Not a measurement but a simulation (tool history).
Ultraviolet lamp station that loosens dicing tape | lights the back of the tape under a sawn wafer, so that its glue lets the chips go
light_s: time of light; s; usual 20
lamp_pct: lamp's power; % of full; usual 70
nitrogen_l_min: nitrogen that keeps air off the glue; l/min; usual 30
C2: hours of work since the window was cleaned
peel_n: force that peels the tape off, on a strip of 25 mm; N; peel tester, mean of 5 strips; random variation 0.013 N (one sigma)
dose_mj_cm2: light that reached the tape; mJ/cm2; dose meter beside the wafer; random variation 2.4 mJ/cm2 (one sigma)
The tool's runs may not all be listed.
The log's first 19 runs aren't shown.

run 20 hour=1005.8 | light_s=20 lamp_pct=99 nitrogen_l_min=30 | hours_of_work_of_the_lamp=478 C2=102 | peel_n=0.595 dose_mj_cm2=269
run 21 hour=1041.2 | light_s=11 lamp_pct=99 nitrogen_l_min=30 | hours_of_work_of_the_lamp=501 C2=125 | peel_n=1.53 dose_mj_cm2=143
run 22 hour=1105.4 | light_s=20 lamp_pct=75 nitrogen_l_min=30 | hours_of_work_of_the_lamp=544 C2=168 | peel_n=1.041 dose_mj_cm2=191
run 23 hour=1181.2 | light_s=20 lamp_pct=75 nitrogen_l_min=30 | hours_of_work_of_the_lamp=594 C2=218 | peel_n=1.151 dose_mj_cm2=178
run 24 hour=1257.5 | light_s=20 lamp_pct=75 nitrogen_l_min=30 | hours_of_work_of_the_lamp=645 C2=269 | peel_n=1.274 dose_mj_cm2=169
-- hour=1299.2 lamp changed
run 25 hour=1299.2 | light_s=40 lamp_pct=68 nitrogen_l_min=30 | hours_of_work_of_the_lamp=0 C2=296 | peel_n=0.257 dose_mj_cm2=460
run 26 hour=1352.6 | light_s=35 lamp_pct=70 nitrogen_l_min=31 | hours_of_work_of_the_lamp=36 C2=332 | peel_n=0.287 dose_mj_cm2=401
-- hour=1394.1 window cleaned of glue's vapour
run 27 hour=1402.5 | light_s=31 lamp_pct=97 nitrogen_l_min=14 | hours_of_work_of_the_lamp=68 C2=6 | peel_n=0.307 dose_mj_cm2=537
run 28 hour=1454 | light_s=20 lamp_pct=72 nitrogen_l_min=30 | hours_of_work_of_the_lamp=103 C2=40 | peel_n=0.656 dose_mj_cm2=253
run 29 hour=1533 | light_s=20 lamp_pct=72 nitrogen_l_min=30 | hours_of_work_of_the_lamp=155 C2=92 | peel_n=0.721 dose_mj_cm2=243
run 30 hour=1578.6 | light_s=17 lamp_pct=86 nitrogen_l_min=29 | hours_of_work_of_the_lamp=186 C2=123 | peel_n=0.751 dose_mj_cm2=243
run 31 hour=1626.2 | light_s=20 lamp_pct=70 nitrogen_l_min=32 | hours_of_work_of_the_lamp=217 C2=154 | peel_n=0.765 dose_mj_cm2=225
run 32 hour=1679.6 | light_s=13 lamp_pct=62 nitrogen_l_min=36 | hours_of_work_of_the_lamp=253 C2=190 | peel_n=1.715 dose_mj_cm2=122
run 33 hour=1714.1 | light_s=20 lamp_pct=61 nitrogen_l_min=39 | hours_of_work_of_the_lamp=276 C2=213 | peel_n=0.971 dose_mj_cm2=185
run 34 hour=1792.7 | light_s=21 lamp_pct=93 nitrogen_l_min=14 | hours_of_work_of_the_lamp=328 C2=265 | peel_n=0.96 dose_mj_cm2=280
run 35 hour=1868.5 | light_s=12 lamp_pct=86 nitrogen_l_min=12 | hours_of_work_of_the_lamp=379 C2=316 | peel_n=2.526 dose_mj_cm2=139
run 36 hour=1920.7 | light_s=17 lamp_pct=89 nitrogen_l_min=30 | hours_of_work_of_the_lamp=413 C2=350 | peel_n=0.981 dose_mj_cm2=200
-- hour=1938.8 window cleaned of glue's vapour
run 37 hour=1963.4 | light_s=17 lamp_pct=89 nitrogen_l_min=30 | hours_of_work_of_the_lamp=441 C2=16 | peel_n=0.861 dose_mj_cm2=212
run 38 hour=1999.7 | light_s=12 lamp_pct=69 nitrogen_l_min=39 | hours_of_work_of_the_lamp=466 C2=41 | peel_n=1.845 dose_mj_cm2=119
run 39 hour=2076.6 | light_s=31 lamp_pct=69 nitrogen_l_min=55 | hours_of_work_of_the_lamp=517 C2=92 | peel_n=0.354 dose_mj_cm2=284
run 40 hour=2129.4 | light_s=12 lamp_pct=70 nitrogen_l_min=10 | hours_of_work_of_the_lamp=552 C2=127 | peel_n=3.226 dose_mj_cm2=106
run 41 hour=2201.6 | light_s=12 lamp_pct=70 nitrogen_l_min=10 | hours_of_work_of_the_lamp=600 C2=175 | peel_n=3.313 dose_mj_cm2=102
run 42 hour=2256.5 | light_s=20 lamp_pct=78 nitrogen_l_min=38 | hours_of_work_of_the_lamp=636 C2=211 | peel_n=1.003 dose_mj_cm2=183
-- hour=2310.5 lamp changed
run 43 hour=2335.2 | light_s=20 lamp_pct=96 nitrogen_l_min=15 | hours_of_work_of_the_lamp=16 C2=263 | peel_n=0.688 dose_mj_cm2=332

3 ways to go on from here, each from the tool as it stands after run 43. What would each give?
run A hour=2388.3 | light_s=20 lamp_pct=96 nitrogen_l_min=38 | hours_of_work_of_the_lamp=52 C2=298 | peel_n=? dose_mj_cm2=?
run B hour=2388.3 | light_s=14 lamp_pct=97 nitrogen_l_min=18 | hours_of_work_of_the_lamp=52 C2=298 | peel_n=? dose_mj_cm2=?
run C hour=2388.3 | light_s=22 lamp_pct=70 nitrogen_l_min=23 | hours_of_work_of_the_lamp=52 C2=298 | peel_n=? dose_mj_cm2=?

run=A peel_n=0.341 dose_mj_cm2=326
run=B peel_n=1.096 dose_mj_cm2=234
run=C peel_n=0.779 dose_mj_cm2=256
Without the tool's hidden state the same runs would have given:
run=A peel_n=0.286 dose_mj_cm2=365
run=B peel_n=0.91 dose_mj_cm2=262
run=C peel_n=0.634 dose_mj_cm2=288
